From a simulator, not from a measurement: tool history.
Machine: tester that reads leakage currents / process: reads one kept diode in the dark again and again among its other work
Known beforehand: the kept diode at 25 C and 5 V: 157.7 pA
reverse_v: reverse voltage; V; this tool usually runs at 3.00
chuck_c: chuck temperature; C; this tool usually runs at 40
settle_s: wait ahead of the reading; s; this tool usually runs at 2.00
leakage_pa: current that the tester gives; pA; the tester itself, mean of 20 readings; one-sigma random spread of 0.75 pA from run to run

run	hour	reverse_v	chuck_c	settle_s	leakage_pa
1	0.0	3.00	40	2.00	366.61
# hour 23.1: chuck's temperature calibrated
2	26.8	3.00	40	2.00	350.29
3	45.9	3.00	52	2.00	746.15
4	62.8	3.00	52	2.00	743.40
5	76.0	3.00	52	2.00	743.87
6	97.2	8.39	52	2.00	1163.20
7	117.3	3.00	40	2.00	351.66
8	134.0	3.00	40	5.38	351.12
9	148.5	3.00	40	5.38	351.57
10	176.0	3.00	40	5.38	349.77
11	200.2	3.00	40	2.69	351.95
12	216.8	3.00	43	8.46	426.58
13	235.8	3.38	40	0.46	369.49
14	257.6	3.00	42	1.49	401.05
15	287.0	3.00	42	1.49	399.47
16	300.7	3.00	27	4.07	145.24
17	317.0	3.00	40	0.42	352.47
18	332.9	3.00	29	0.42	168.06
19	361.4	3.00	40	2.19	351.62

3 ways to go on from here, each from the tool as it stands after run 19. What would each give?
A	392.0	6.44	40	2.93	?
B	392.0	2.29	40	2.19	?
C	392.0	18.80	35	0.48	?

run	leakage_pa
A	490.49
B	313.80
C	573.97
Had the tool no hidden state, the same runs would have come out as:
run	leakage_pa
A	492.72
B	315.89
C	572.43
